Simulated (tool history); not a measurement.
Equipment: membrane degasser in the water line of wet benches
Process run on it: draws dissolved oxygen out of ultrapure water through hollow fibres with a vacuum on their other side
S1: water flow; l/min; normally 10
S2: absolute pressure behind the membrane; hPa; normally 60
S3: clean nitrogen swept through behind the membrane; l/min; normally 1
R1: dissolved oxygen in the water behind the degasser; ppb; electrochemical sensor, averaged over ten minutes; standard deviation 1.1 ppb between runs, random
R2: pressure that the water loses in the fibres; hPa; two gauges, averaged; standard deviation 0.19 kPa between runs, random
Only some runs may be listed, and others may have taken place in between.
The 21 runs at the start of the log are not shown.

run	day	S1	S2	S3	R1	R2
22	51.117	10	113.2	0.62	339.5	364.1
23	52.554	10	113.2	0.62	344.2	368.7
24	54.346	10	70.2	0.99	136.4	368.3
25	56.867	9	46.7	1.02	62.1	332.8
26	59.288	6	97.3	1.89	59.9	221.4
27	60.721	6	108.3	1	121.4	221.2
28	63.608	10	67	1.62	97.3	369.3
29	65.579	10	76.8	1.75	107.5	367.1
30	68.167	10	56.5	1	104.8	366.8
31	71.633	8	129.3	0.43	422.3	293.2

Here are 4 independent what-if runs from the current tool condition. What would each one return?
A	74.088	7	60	1.61	?	?
B	74.088	10	60	0.5	?	?
C	74.088	8	60	0.4	?	?
D	74.088	10	49.5	0.85	?	?

run	R1	R2
A	43.9	256
B	171.4	371.6
C	149.5	295.6
D	94	369.7
What these runs would have given with no unlogged condition in the tool:
run	R1	R2
A	40.1	250.7
B	162	363.9
C	141.6	289.5
D	86.5	362

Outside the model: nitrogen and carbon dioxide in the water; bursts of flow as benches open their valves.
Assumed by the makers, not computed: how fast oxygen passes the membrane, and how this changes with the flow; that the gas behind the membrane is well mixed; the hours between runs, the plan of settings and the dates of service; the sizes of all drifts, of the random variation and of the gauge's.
